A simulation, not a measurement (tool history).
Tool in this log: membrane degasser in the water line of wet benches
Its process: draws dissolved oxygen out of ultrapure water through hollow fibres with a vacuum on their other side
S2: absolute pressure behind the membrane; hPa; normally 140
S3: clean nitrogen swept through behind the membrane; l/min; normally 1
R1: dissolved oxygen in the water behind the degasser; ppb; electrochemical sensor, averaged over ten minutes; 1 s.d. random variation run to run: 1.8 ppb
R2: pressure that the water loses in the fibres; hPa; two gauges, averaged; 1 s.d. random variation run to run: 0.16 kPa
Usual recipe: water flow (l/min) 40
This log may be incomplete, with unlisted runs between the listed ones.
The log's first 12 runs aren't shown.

run 13 day=42.467 | water_flow_(l/min)=40 S2=140 S3=1 | R1=843.6 R2=406.1
run 14 day=45.583 | water_flow_(l/min)=40 S2=140 S3=1 | R1=842.8 R2=407.9
run 15 day=47.525 | water_flow_(l/min)=40 S2=140 S3=1 | R1=843.8 R2=405.8
run 16 day=49.388 | water_flow_(l/min)=40 S2=140 S3=1 | R1=844.9 R2=403.7
run 17 day=51.308 | water_flow_(l/min)=58 S2=140 S3=1 | R1=1129 R2=591.8
run 18 day=53.571 | water_flow_(l/min)=58 S2=140 S3=1 | R1=1128.4 R2=588.3
run 19 day=56.15 | water_flow_(l/min)=48 S2=140 S3=1.22 | R1=851.7 R2=486.6
run 20 day=60.467 | water_flow_(l/min)=31 S2=140 S3=0.61 | R1=987 R2=317.6
run 21 day=63.038 | water_flow_(l/min)=50 S2=279 S3=0.64 | R1=2568 R2=508.7
run 22 day=64.896 | water_flow_(l/min)=52 S2=140 S3=2.4 | R1=562.3 R2=530.1
run 23 day=68.708 | water_flow_(l/min)=37 S2=129 S3=1.68 | R1=489.9 R2=374.4
run 24 day=71.021 | water_flow_(l/min)=27 S2=188 S3=1 | R1=853.5 R2=277.5
run 25 day=74.546 | water_flow_(l/min)=27 S2=204 S3=1 | R1=929.8 R2=274.1
run 26 day=77.712 | water_flow_(l/min)=27 S2=204 S3=1 | R1=928.8 R2=274.7
run 27 day=80.938 | water_flow_(l/min)=35 S2=293 S3=2.49 | R1=808.3 R2=355.6
run 28 day=83.129 | water_flow_(l/min)=27 S2=140 S3=2.3 | R1=308.1 R2=276.3
run 29 day=85.262 | water_flow_(l/min)=34 S2=140 S3=1.37 | R1=584.9 R2=345.6
run 30 day=88.938 | water_flow_(l/min)=32 S2=331 S3=1.38 | R1=1334.9 R2=327.9
run 31 day=92.6 | water_flow_(l/min)=32 S2=331 S3=1.38 | R1=1337.2 R2=325.4
run 32 day=95.729 | water_flow_(l/min)=32 S2=140 S3=1.03 | R1=693.6 R2=321.5

Each row is a separate what-if for the run after 32, all from the same tool condition, not one after another. Results?
run A day=99.842 | water_flow_(l/min)=40 S2=140 S3=1.59 | R1=? R2=?
run B day=99.842 | water_flow_(l/min)=36 S2=140 S3=1 | R1=? R2=?
run C day=99.842 | water_flow_(l/min)=60 S2=104 S3=1.65 | R1=? R2=?
run D day=99.842 | water_flow_(l/min)=32 S2=314 S3=0.48 | R1=? R2=?

run=A R1=602.7 R2=407.1
run=B R1=783.7 R2=365.5
run=C R1=609.3 R2=611.8
run=D R1=2552.6 R2=323.9
With no hidden state in the tool, these same runs would have given:
run=A R1=584.4 R2=399.7
run=B R1=762.8 R2=358.8
run=C R1=584.6 R2=600.6
run=D R1=2536.4 R2=317.9
